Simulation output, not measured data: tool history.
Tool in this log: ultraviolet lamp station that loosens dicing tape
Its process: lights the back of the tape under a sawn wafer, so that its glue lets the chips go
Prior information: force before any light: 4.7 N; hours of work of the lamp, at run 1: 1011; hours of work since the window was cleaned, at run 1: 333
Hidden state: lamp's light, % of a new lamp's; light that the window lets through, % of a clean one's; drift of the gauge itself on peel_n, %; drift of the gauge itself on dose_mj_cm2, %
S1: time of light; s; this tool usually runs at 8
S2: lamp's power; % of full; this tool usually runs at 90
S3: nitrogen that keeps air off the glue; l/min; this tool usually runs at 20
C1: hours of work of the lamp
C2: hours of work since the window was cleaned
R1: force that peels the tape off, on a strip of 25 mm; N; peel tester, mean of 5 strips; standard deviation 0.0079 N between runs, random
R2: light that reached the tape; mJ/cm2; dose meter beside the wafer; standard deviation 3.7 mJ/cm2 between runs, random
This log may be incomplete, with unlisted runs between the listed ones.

{"run": 1, "hour": 0.0, "S1": 8, "S2": 90, "S3": 20, "C1": 1011, "C2": 333, "R1": 0.31, "R2": 618}
{"run": 2, "hour": 73.9, "S1": 8, "S2": 90, "S3": 20, "C1": 1044, "C2": 366, "R1": 0.3, "R2": 610}
{"run": 3, "hour": 128.9, "S1": 8, "S2": 87, "S3": 20, "C1": 1068, "C2": 390, "R1": 0.318, "R2": 587}
{"run": 4, "hour": 211.7, "S1": 8, "S2": 87, "S3": 20, "C1": 1105, "C2": 427, "R1": 0.32, "R2": 586}
{"run": 5, "hour": 300.9, "S1": 8, "S2": 90, "S3": 14, "C1": 1144, "C2": 467, "R1": 0.37, "R2": 607}
{"run": 6, "hour": 353.7, "S1": 11, "S2": 90, "S3": 20, "C1": 1168, "C2": 490, "R1": 0.203, "R2": 839}
{"hour": 364.9, "done": "window cleaned of glue's vapour"}
{"run": 7, "hour": 395.7, "S1": 11, "S2": 90, "S3": 20, "C1": 1186, "C2": 14, "R1": 0.204, "R2": 836}
{"run": 8, "hour": 434.6, "S1": 11, "S2": 90, "S3": 20, "C1": 1204, "C2": 31, "R1": 0.204, "R2": 845}
{"run": 9, "hour": 503.6, "S1": 11, "S2": 90, "S3": 20, "C1": 1234, "C2": 62, "R1": 0.205, "R2": 838}
{"run": 10, "hour": 554.1, "S1": 11, "S2": 90, "S3": 20, "C1": 1257, "C2": 84, "R1": 0.208, "R2": 833}
{"run": 11, "hour": 601.7, "S1": 6, "S2": 90, "S3": 20, "C1": 1278, "C2": 105, "R1": 0.511, "R2": 461}
{"run": 12, "hour": 679.0, "S1": 6, "S2": 90, "S3": 20, "C1": 1312, "C2": 139, "R1": 0.504, "R2": 456}
{"run": 13, "hour": 737.7, "S1": 6, "S2": 90, "S3": 20, "C1": 1338, "C2": 166, "R1": 0.51, "R2": 452}
{"hour": 752.7, "done": "lamp changed"}
{"run": 14, "hour": 785.7, "S1": 6, "S2": 90, "S3": 20, "C1": 15, "C2": 186, "R1": 0.509, "R2": 460}
{"run": 15, "hour": 866.8, "S1": 8, "S2": 90, "S3": 20, "C1": 51, "C2": 222, "R1": 0.302, "R2": 618}
{"run": 16, "hour": 923.9, "S1": 8, "S2": 90, "S3": 20, "C1": 76, "C2": 248, "R1": 0.3, "R2": 613}
{"run": 17, "hour": 1001.3, "S1": 8, "S2": 90, "S3": 20, "C1": 110, "C2": 282, "R1": 0.318, "R2": 615}
{"run": 18, "hour": 1059.6, "S1": 10, "S2": 90, "S3": 20, "C1": 136, "C2": 308, "R1": 0.225, "R2": 763}
{"run": 19, "hour": 1149.9, "S1": 8, "S2": 90, "S3": 20, "C1": 176, "C2": 348, "R1": 0.309, "R2": 609}
{"run": 20, "hour": 1190.0, "S1": 5, "S2": 76, "S3": 20, "C1": 194, "C2": 366, "R1": 0.904, "R2": 323}
{"run": 21, "hour": 1257.3, "S1": 6, "S2": 67, "S3": 20, "C1": 224, "C2": 396, "R1": 0.826, "R2": 342}
{"run": 22, "hour": 1340.1, "S1": 9, "S2": 91, "S3": 8, "C1": 261, "C2": 433, "R1": 0.445, "R2": 696}
{"run": 23, "hour": 1423.1, "S1": 6, "S2": 79, "S3": 20, "C1": 298, "C2": 469, "R1": 0.632, "R2": 398}
{"hour": 1479.7, "done": "window cleaned of glue's vapour"}
{"run": 24, "hour": 1498.2, "S1": 6, "S2": 79, "S3": 20, "C1": 331, "C2": 8, "R1": 0.638, "R2": 404}
{"run": 25, "hour": 1563.1, "S1": 6, "S2": 69, "S3": 20, "C1": 360, "C2": 37, "R1": 0.788, "R2": 354}
{"run": 26, "hour": 1624.9, "S1": 14, "S2": 93, "S3": 20, "C1": 387, "C2": 64, "R1": 0.161, "R2": 1113}
{"run": 27, "hour": 1692.1, "S1": 10, "S2": 63, "S3": 7, "C1": 417, "C2": 94, "R1": 0.786, "R2": 539}
{"run": 28, "hour": 1769.6, "S1": 10, "S2": 63, "S3": 7, "C1": 451, "C2": 129, "R1": 0.784, "R2": 533}
{"run": 29, "hour": 1853.9, "S1": 7, "S2": 63, "S3": 7, "C1": 489, "C2": 166, "R1": 1.294, "R2": 373}
{"run": 30, "hour": 1909.9, "S1": 8, "S2": 90, "S3": 8, "C1": 514, "C2": 191, "R1": 0.586, "R2": 615}
{"run": 31, "hour": 1998.6, "S1": 8, "S2": 90, "S3": 6, "C1": 553, "C2": 230, "R1": 0.721, "R2": 607}
{"run": 32, "hour": 2074.7, "S1": 7, "S2": 90, "S3": 33, "C1": 587, "C2": 264, "R1": 0.303, "R2": 531}
{"run": 33, "hour": 2132.3, "S1": 7, "S2": 65, "S3": 33, "C1": 612, "C2": 290, "R1": 0.524, "R2": 384}
{"run": 34, "hour": 2210.5, "S1": 7, "S2": 65, "S3": 33, "C1": 647, "C2": 325, "R1": 0.525, "R2": 390}
{"run": 35, "hour": 2270.8, "S1": 8, "S2": 68, "S3": 30, "C1": 674, "C2": 351, "R1": 0.407, "R2": 461}
{"run": 36, "hour": 2331.2, "S1": 12, "S2": 67, "S3": 7, "C1": 701, "C2": 378, "R1": 0.497, "R2": 680}
{"run": 37, "hour": 2395.7, "S1": 12, "S2": 67, "S3": 7, "C1": 729, "C2": 407, "R1": 0.513, "R2": 687}

Hidden condition of the tool, last listed run before each entry between runs versus first listed run after:
Logged between run 6 and run 7: window cleaned of glue's vapour (hour 364.9)
  light that the window lets through, % of a clean one's: 99.9 -> 100
  measured value less the no-hidden-state value, R2: -4 -> -3 mJ/cm2
Logged between run 13 and run 14: lamp changed (hour 752.7)
  lamp's light, % of a new lamp's: 99.6 -> 100
  measured value less the no-hidden-state value, R2: -2 -> -1 mJ/cm2
Logged between run 23 and run 24: window cleaned of glue's vapour (hour 1479.7)
  light that the window lets through, % of a clean one's: 99.9 -> 100
  measured value less the no-hidden-state value, R2: -1 -> +0 mJ/cm2

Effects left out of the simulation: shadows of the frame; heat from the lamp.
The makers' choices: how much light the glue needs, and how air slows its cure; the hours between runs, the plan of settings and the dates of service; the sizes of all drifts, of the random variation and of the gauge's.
